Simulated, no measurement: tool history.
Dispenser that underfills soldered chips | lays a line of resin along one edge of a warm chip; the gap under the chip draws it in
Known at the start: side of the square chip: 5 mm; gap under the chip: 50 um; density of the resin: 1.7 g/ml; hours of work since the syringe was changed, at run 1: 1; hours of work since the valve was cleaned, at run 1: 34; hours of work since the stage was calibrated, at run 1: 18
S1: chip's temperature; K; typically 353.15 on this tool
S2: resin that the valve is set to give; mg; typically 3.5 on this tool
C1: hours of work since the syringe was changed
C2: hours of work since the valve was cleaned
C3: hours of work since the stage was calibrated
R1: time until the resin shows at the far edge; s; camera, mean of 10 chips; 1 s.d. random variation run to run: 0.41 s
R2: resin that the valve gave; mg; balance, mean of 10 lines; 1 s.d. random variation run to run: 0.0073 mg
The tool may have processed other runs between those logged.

{"run": 1, "hour": 0.0, "S1": 353.15, "S2": 3.5, "C1": 1, "C2": 34, "C3": 18, "R1": 27.9, "R2": 3.462}
{"run": 2, "hour": 4.3, "S1": 342.15, "S2": 3.5, "C1": 4, "C2": 37, "C3": 20, "R1": 56.5, "R2": 3.442}
{"run": 3, "hour": 7.8, "S1": 342.15, "S2": 3.5, "C1": 6, "C2": 39, "C3": 23, "R1": 63.8, "R2": 3.451}
{"hour": 13.7, "done": "new syringe of resin"}
{"run": 4, "hour": 14.5, "S1": 342.15, "S2": 3.5, "C1": 1, "C2": 44, "C3": 27, "R1": 50.4, "R2": 3.436}
{"run": 5, "hour": 19.9, "S1": 353.15, "S2": 3.5, "C1": 4, "C2": 48, "C3": 31, "R1": 32.4, "R2": 3.426}
{"run": 6, "hour": 25.2, "S1": 353.15, "S2": 3.5, "C1": 8, "C2": 51, "C3": 35, "R1": 37.8, "R2": 3.427}
{"hour": 28.5, "done": "new syringe of resin"}
{"run": 7, "hour": 29.6, "S1": 353.15, "S2": 3.5, "C1": 1, "C2": 54, "C3": 37, "R1": 28.6, "R2": 3.436}
{"run": 8, "hour": 32.9, "S1": 353.15, "S2": 3.5, "C1": 3, "C2": 56, "C3": 40, "R1": 30.7, "R2": 3.423}
{"hour": 34.6, "done": "dispensing valve cleaned and set on the balance"}
{"run": 9, "hour": 38.8, "S1": 353.15, "S2": 3.5, "C1": 6, "C2": 3, "C3": 43, "R1": 35.4, "R2": 3.499}
{"run": 10, "hour": 42.5, "S1": 353.15, "S2": 3.5, "C1": 9, "C2": 5, "C3": 46, "R1": 39.1, "R2": 3.488}
{"hour": 44.3, "done": "new syringe of resin"}
{"run": 11, "hour": 46.0, "S1": 353.15, "S2": 4.22, "C1": 1, "C2": 8, "C3": 48, "R1": 28.6, "R2": 4.198}
{"run": 12, "hour": 49.3, "S1": 353.15, "S2": 3.86, "C1": 3, "C2": 10, "C3": 50, "R1": 31.8, "R2": 3.852}
{"run": 13, "hour": 55.6, "S1": 353.15, "S2": 3.99, "C1": 8, "C2": 14, "C3": 54, "R1": 37.5, "R2": 3.959}
{"hour": 59.3, "done": "new syringe of resin"}
{"run": 14, "hour": 62.4, "S1": 350.15, "S2": 4.35, "C1": 2, "C2": 19, "C3": 59, "R1": 34.9, "R2": 4.309}
{"run": 15, "hour": 69.3, "S1": 366.15, "S2": 4.25, "C1": 7, "C2": 23, "C3": 63, "R1": 18.1, "R2": 4.201}
{"hour": 74.1, "done": "new syringe of resin"}
{"run": 16, "hour": 74.1, "S1": 368.15, "S2": 3.58, "C1": 0, "C2": 26, "C3": 67, "R1": 13.6, "R2": 3.542}
{"run": 17, "hour": 78.9, "S1": 357.15, "S2": 3.5, "C1": 3, "C2": 30, "C3": 70, "R1": 25, "R2": 3.465}
{"run": 18, "hour": 82.4, "S1": 342.15, "S2": 3.91, "C1": 6, "C2": 32, "C3": 72, "R1": 60, "R2": 3.87}
{"run": 19, "hour": 88.0, "S1": 342.15, "S2": 3.91, "C1": 10, "C2": 36, "C3": 76, "R1": 70, "R2": 3.852}
{"hour": 89.0, "done": "new syringe of resin"}
{"run": 20, "hour": 94.8, "S1": 361.15, "S2": 3.91, "C1": 4, "C2": 40, "C3": 80, "R1": 22.1, "R2": 3.851}
{"run": 21, "hour": 98.0, "S1": 361.15, "S2": 3.52, "C1": 6, "C2": 43, "C3": 83, "R1": 23.8, "R2": 3.465}
{"run": 22, "hour": 102.6, "S1": 361.15, "S2": 3.52, "C1": 9, "C2": 46, "C3": 86, "R1": 27.1, "R2": 3.448}
{"hour": 104.1, "done": "new syringe of resin"}
{"run": 23, "hour": 107.9, "S1": 364.15, "S2": 4.29, "C1": 3, "C2": 49, "C3": 89, "R1": 17.7, "R2": 4.204}

3 ways to go on from here, each from the tool as it stands after run 23. What would each give?
{"run": "A", "hour": 111.6, "S1": 364.15, "S2": 3.86, "C1": 5, "C2": 52, "C3": 92, "R1": "?", "R2": "?"}
{"run": "B", "hour": 111.6, "S1": 355.15, "S2": 4.36, "C1": 5, "C2": 52, "C3": 92, "R1": "?", "R2": "?"}
{"run": "C", "hour": 111.6, "S1": 347.15, "S2": 3.5, "C1": 5, "C2": 52, "C3": 92, "R1": "?", "R2": "?"}

run=A R1=18.9 R2=3.781
run=B R1=29.3 R2=4.273
run=C R1=45.4 R2=3.411
What these runs would have given with no unlogged condition in the tool:
run=A R1=15.8 R2=3.865
run=B R1=24.4 R2=4.367
run=C R1=37.8 R2=3.487
